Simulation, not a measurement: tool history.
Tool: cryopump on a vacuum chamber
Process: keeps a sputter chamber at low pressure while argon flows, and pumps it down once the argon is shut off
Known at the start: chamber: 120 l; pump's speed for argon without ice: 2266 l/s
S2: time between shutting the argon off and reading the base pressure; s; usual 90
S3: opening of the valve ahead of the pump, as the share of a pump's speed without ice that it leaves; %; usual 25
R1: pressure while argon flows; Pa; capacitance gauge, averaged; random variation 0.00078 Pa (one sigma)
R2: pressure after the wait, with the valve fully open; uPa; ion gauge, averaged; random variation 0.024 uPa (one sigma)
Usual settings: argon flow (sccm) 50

run 1 hour=0.0 | argon_flow_(sccm)=50 S2=90 S3=25 | R1=0.1521 R2=1.28
run 2 hour=18.2 | argon_flow_(sccm)=50 S2=90 S3=25 | R1=0.1518 R2=1.25
run 3 hour=38.2 | argon_flow_(sccm)=50 S2=90 S3=25 | R1=0.1528 R2=1.34
run 4 hour=52.3 | argon_flow_(sccm)=50 S2=46 S3=25 | R1=0.1521 R2=1.96
run 5 hour=70.9 | argon_flow_(sccm)=50 S2=46 S3=25 | R1=0.1519 R2=2.00
run 6 hour=92.4 | argon_flow_(sccm)=50 S2=46 S3=25 | R1=0.1524 R2=2.01
run 7 hour=102.8 | argon_flow_(sccm)=50 S2=46 S3=25 | R1=0.1515 R2=1.99
run 8 hour=111.7 | argon_flow_(sccm)=52 S2=46 S3=19 | R1=0.2067 R2=2.06
run 9 hour=120.5 | argon_flow_(sccm)=50 S2=193 S3=25 | R1=0.1524 R2=0.92
run 10 hour=133.2 | argon_flow_(sccm)=50 S2=193 S3=20 | R1=0.1886 R2=0.92
run 11 hour=152.4 | argon_flow_(sccm)=50 S2=193 S3=20 | R1=0.1900 R2=0.93

Forecast each of these 4 alternatives for the next run:
run A hour=171.0 | argon_flow_(sccm)=50 S2=49 S3=20 | R1=? R2=?
run B hour=171.0 | argon_flow_(sccm)=25 S2=90 S3=22 | R1=? R2=?
run C hour=171.0 | argon_flow_(sccm)=50 S2=90 S3=17 | R1=? R2=?
run D hour=171.0 | argon_flow_(sccm)=50 S2=193 S3=33 | R1=? R2=?

run=A R1=0.1892 R2=1.95
run=B R1=0.0862 R2=1.35
run=C R1=0.2224 R2=1.34
run=D R1=0.1153 R2=0.93
Without the tool's hidden state the same runs would have given:
run=A R1=0.1858 R2=1.47
run=B R1=0.0845 R2=0.86
run=C R1=0.2190 R2=0.85
run=D R1=0.1119 R2=0.45
